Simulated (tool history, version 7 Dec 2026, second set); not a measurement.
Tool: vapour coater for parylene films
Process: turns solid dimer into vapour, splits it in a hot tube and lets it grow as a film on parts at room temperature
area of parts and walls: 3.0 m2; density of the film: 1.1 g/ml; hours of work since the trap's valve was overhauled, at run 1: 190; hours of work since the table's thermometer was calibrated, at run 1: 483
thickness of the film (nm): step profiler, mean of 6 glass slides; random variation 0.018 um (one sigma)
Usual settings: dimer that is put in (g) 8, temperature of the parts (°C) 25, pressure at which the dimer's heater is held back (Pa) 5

run,day,dimer that is put in (g),temperature of the parts (°C),pressure at which the dimer's heater is held back (Pa),hours of work since the trap's valve was overhauled,hours of work since the table's thermometer was calibrated,thickness of the film (nm)
1,0,8,25,5,190,483,1330
2,1.112,8,25,5.29,204,497,1310
3,3.25,10,25,5.29,231,525,1610
4,5.325,10,25,5.29,257,551,1630
5,6.767,8,25,5,276,569,1310
# day 7.292: trap's valve overhauled
6,9.012,8,25,5,22,596,1390
7,10.825,8,25,5,45,619,1390
8,12.004,12,25,5,60,634,2130
9,13.279,8,25,5,76,650,1380
10,15.092,8,25,5,99,673,1370
11,17.412,4,25,5,129,702,660
12,19.642,8,19,5,157,731,1770
13,21,8,19,5,174,748,1790
14,22.717,13,25,5,196,770,2160
15,24.304,13,25,5,216,790,2140
16,26.904,13,25,7.67,249,823,1950
17,28.267,13,25,7.67,266,840,1950
# day 29.579: trap's valve overhauled
18,29.85,13,25,7.67,3,858,2150
19,31.404,13,25,7.67,23,878,2090
# day 32.567: table's thermometer calibrated
20,33.521,13,25,7.67,50,12,2150
21,35.996,14,25,5,81,44,2460
22,37.912,8,25,9.46,105,68,1240
23,40.088,8,25,3.29,133,96,1470
24,42.621,8,25,3.29,165,128,1450
25,43.917,3,35,3.63,182,144,320
26,45.967,3,35,3.63,208,170,350
27,48,7,25,5,233,196,1170
28,50.383,7,25,5,264,226,1150
# day 51.975: trap's valve overhauled
29,52.633,7,26,2.87,8,253,1290
30,55.112,7,26,2.87,40,284,1330
31,56.321,7,26,2.87,55,300,1290
32,58.3,11,31,4.32,80,325,1460
33,59.358,10,26,4,94,338,1750
34,61.804,10,26,4,125,369,1680
35,63.362,12,26,5,145,389,1970
36,64.646,12,26,5,161,405,1930
37,65.754,12,26,5,175,420,1930
38,67.958,7,24,5.3,203,447,1220
39,70.112,7,24,5.3,230,475,1220
40,72.362,12,28,2.16,259,503,1990
# day 74.342: trap's valve overhauled
41,74.462,12,28,2.16,2,528,2200
42,75.996,11,25,6.46,21,547,1850
43,78.258,6,24,2.51,50,576,1290
44,80.471,6,25,3.82,78,604,1090
45,81.804,3,23,5,95,621,590
46,84.425,5,21,9.08,128,655,920
47,86.429,8,17,5,154,680,1970

Measured result minus the same run's result without the hidden state. Both carry the same run-to-run variation, though not necessarily the same gauge scatter:
Hidden state present: vapour lost through the trap's worn valve, %; true temperature of the parts over the reading, C; drift of the gauge itself on film_um, %.
run,thickness of the film (nm)
1,-110
2,-120
3,-160
4,-170
5,-150
6,-30
7,-40
8,-80
9,-60
10,-70
11,-40
12,-130
13,-140
14,-190
15,-200
16,-210
17,-230
18,-50
19,-70
20,-30
21,-70
22,-40
23,-70
24,-90
25,-20
26,-30
27,-100
28,-120
29,-20
30,-40
31,-40
32,-60
33,-70
34,-90
35,-120
36,-140
37,-150
38,-110
39,-120
40,-220
41,-50
42,-60
43,-50
44,-60
45,-30
46,-60
47,-150
